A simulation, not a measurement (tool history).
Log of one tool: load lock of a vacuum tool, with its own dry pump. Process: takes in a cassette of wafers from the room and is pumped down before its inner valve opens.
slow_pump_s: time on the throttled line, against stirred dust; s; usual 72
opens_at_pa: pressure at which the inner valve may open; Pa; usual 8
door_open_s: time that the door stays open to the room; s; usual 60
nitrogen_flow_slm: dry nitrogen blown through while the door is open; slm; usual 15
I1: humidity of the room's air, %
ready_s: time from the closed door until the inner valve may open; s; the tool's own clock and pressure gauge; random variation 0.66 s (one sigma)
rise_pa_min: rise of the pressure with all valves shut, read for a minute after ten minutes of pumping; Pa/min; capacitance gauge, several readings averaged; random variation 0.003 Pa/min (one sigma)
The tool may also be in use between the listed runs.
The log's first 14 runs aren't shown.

{"run": 15, "hour": 4501.9, "slow_pump_s": 72, "opens_at_pa": 8, "door_open_s": 60, "nitrogen_flow_slm": 40, "I1": 44.6, "ready_s": 123.6, "rise_pa_min": 0.021}
{"run": 16, "hour": 4862.0, "slow_pump_s": 72, "opens_at_pa": 8, "door_open_s": 60, "nitrogen_flow_slm": 40, "I1": 47.4, "ready_s": 124.7, "rise_pa_min": 0.022}
{"run": 17, "hour": 5235.9, "slow_pump_s": 106, "opens_at_pa": 8, "door_open_s": 60, "nitrogen_flow_slm": 40, "I1": 43.6, "ready_s": 151.7, "rise_pa_min": 0.021}
{"run": 18, "hour": 5567.1, "slow_pump_s": 106, "opens_at_pa": 8, "door_open_s": 60, "nitrogen_flow_slm": 40, "I1": 47.5, "ready_s": 152.9, "rise_pa_min": 0.023}
{"run": 19, "hour": 5912.3, "slow_pump_s": 72, "opens_at_pa": 8, "door_open_s": 60, "nitrogen_flow_slm": 5, "I1": 47.6, "ready_s": 125.1, "rise_pa_min": 0.056}
{"run": 20, "hour": 6231.6, "slow_pump_s": 72, "opens_at_pa": 8, "door_open_s": 60, "nitrogen_flow_slm": 6, "I1": 41.2, "ready_s": 125.1, "rise_pa_min": 0.053}
{"run": 21, "hour": 6637.0, "slow_pump_s": 144, "opens_at_pa": 8, "door_open_s": 60, "nitrogen_flow_slm": 6, "I1": 43.1, "ready_s": 184.4, "rise_pa_min": 0.048}
{"run": 22, "hour": 7068.3, "slow_pump_s": 73, "opens_at_pa": 7, "door_open_s": 56, "nitrogen_flow_slm": 19, "I1": 48, "ready_s": 128.2, "rise_pa_min": 0.05}
{"run": 23, "hour": 7416.6, "slow_pump_s": 73, "opens_at_pa": 7, "door_open_s": 56, "nitrogen_flow_slm": 19, "I1": 45.8, "ready_s": 128, "rise_pa_min": 0.044}
{"run": 24, "hour": 7728.5, "slow_pump_s": 40, "opens_at_pa": 13, "door_open_s": 56, "nitrogen_flow_slm": 19, "I1": 44.9, "ready_s": 97.5, "rise_pa_min": 0.053}
{"run": 25, "hour": 8057.2, "slow_pump_s": 40, "opens_at_pa": 13, "door_open_s": 56, "nitrogen_flow_slm": 19, "I1": 46.7, "ready_s": 98, "rise_pa_min": 0.05}
{"hour": 8264.6, "done": "dry pump taken out, an overhauled one fitted"}
{"run": 26, "hour": 8382.4, "slow_pump_s": 61, "opens_at_pa": 8, "door_open_s": 111, "nitrogen_flow_slm": 15, "I1": 45.4, "ready_s": 104, "rise_pa_min": 0.069}
{"run": 27, "hour": 8681.1, "slow_pump_s": 81, "opens_at_pa": 8, "door_open_s": 60, "nitrogen_flow_slm": 15, "I1": 48.3, "ready_s": 122, "rise_pa_min": 0.06}
{"run": 28, "hour": 8920.6, "slow_pump_s": 72, "opens_at_pa": 9, "door_open_s": 120, "nitrogen_flow_slm": 20, "I1": 45, "ready_s": 113.2, "rise_pa_min": 0.07}
{"run": 29, "hour": 9284.9, "slow_pump_s": 72, "opens_at_pa": 9, "door_open_s": 120, "nitrogen_flow_slm": 20, "I1": 49.8, "ready_s": 112.5, "rise_pa_min": 0.075}
{"run": 30, "hour": 9620.7, "slow_pump_s": 65, "opens_at_pa": 8, "door_open_s": 93, "nitrogen_flow_slm": 4, "I1": 42.4, "ready_s": 108.1, "rise_pa_min": 0.097}
{"run": 31, "hour": 9985.5, "slow_pump_s": 87, "opens_at_pa": 8, "door_open_s": 60, "nitrogen_flow_slm": 15, "I1": 43.5, "ready_s": 126.9, "rise_pa_min": 0.081}
{"run": 32, "hour": 10328.9, "slow_pump_s": 87, "opens_at_pa": 8, "door_open_s": 60, "nitrogen_flow_slm": 15, "I1": 44.3, "ready_s": 126.7, "rise_pa_min": 0.082}
{"run": 33, "hour": 10534.1, "slow_pump_s": 113, "opens_at_pa": 15, "door_open_s": 60, "nitrogen_flow_slm": 15, "I1": 46.7, "ready_s": 146.1, "rise_pa_min": 0.083}
{"run": 34, "hour": 10841.9, "slow_pump_s": 54, "opens_at_pa": 10, "door_open_s": 199, "nitrogen_flow_slm": 6, "I1": 46.8, "ready_s": 97.6, "rise_pa_min": 0.133}
{"run": 35, "hour": 11259.9, "slow_pump_s": 76, "opens_at_pa": 8, "door_open_s": 60, "nitrogen_flow_slm": 42, "I1": 48.2, "ready_s": 118.8, "rise_pa_min": 0.084}
{"run": 36, "hour": 11687.5, "slow_pump_s": 76, "opens_at_pa": 8, "door_open_s": 60, "nitrogen_flow_slm": 5, "I1": 42.5, "ready_s": 117.8, "rise_pa_min": 0.112}

4 ways to go on from here, each from the tool as it stands after run 36. What would each give?
{"run": "A", "hour": 11881.6, "slow_pump_s": 89, "opens_at_pa": 6, "door_open_s": 60, "nitrogen_flow_slm": 20, "I1": 44.9, "ready_s": "?", "rise_pa_min": "?"}
{"run": "B", "hour": 11881.6, "slow_pump_s": 122, "opens_at_pa": 11, "door_open_s": 192, "nitrogen_flow_slm": 15, "I1": 43.1, "ready_s": "?", "rise_pa_min": "?"}
{"run": "C", "hour": 11881.6, "slow_pump_s": 79, "opens_at_pa": 8, "door_open_s": 60, "nitrogen_flow_slm": 15, "I1": 46.8, "ready_s": "?", "rise_pa_min": "?"}
{"run": "D", "hour": 11881.6, "slow_pump_s": 113, "opens_at_pa": 8, "door_open_s": 199, "nitrogen_flow_slm": 5, "I1": 44.8, "ready_s": "?", "rise_pa_min": "?"}

run=A ready_s=131 rise_pa_min=0.099
run=B ready_s=156.2 rise_pa_min=0.121
run=C ready_s=120.9 rise_pa_min=0.101
run=D ready_s=151 rise_pa_min=0.152
Without the tool's hidden state the same runs would have given:
run=A ready_s=129.1 rise_pa_min=0.017
run=B ready_s=154.7 rise_pa_min=0.041
run=C ready_s=118.9 rise_pa_min=0.02
run=D ready_s=149.2 rise_pa_min=0.071

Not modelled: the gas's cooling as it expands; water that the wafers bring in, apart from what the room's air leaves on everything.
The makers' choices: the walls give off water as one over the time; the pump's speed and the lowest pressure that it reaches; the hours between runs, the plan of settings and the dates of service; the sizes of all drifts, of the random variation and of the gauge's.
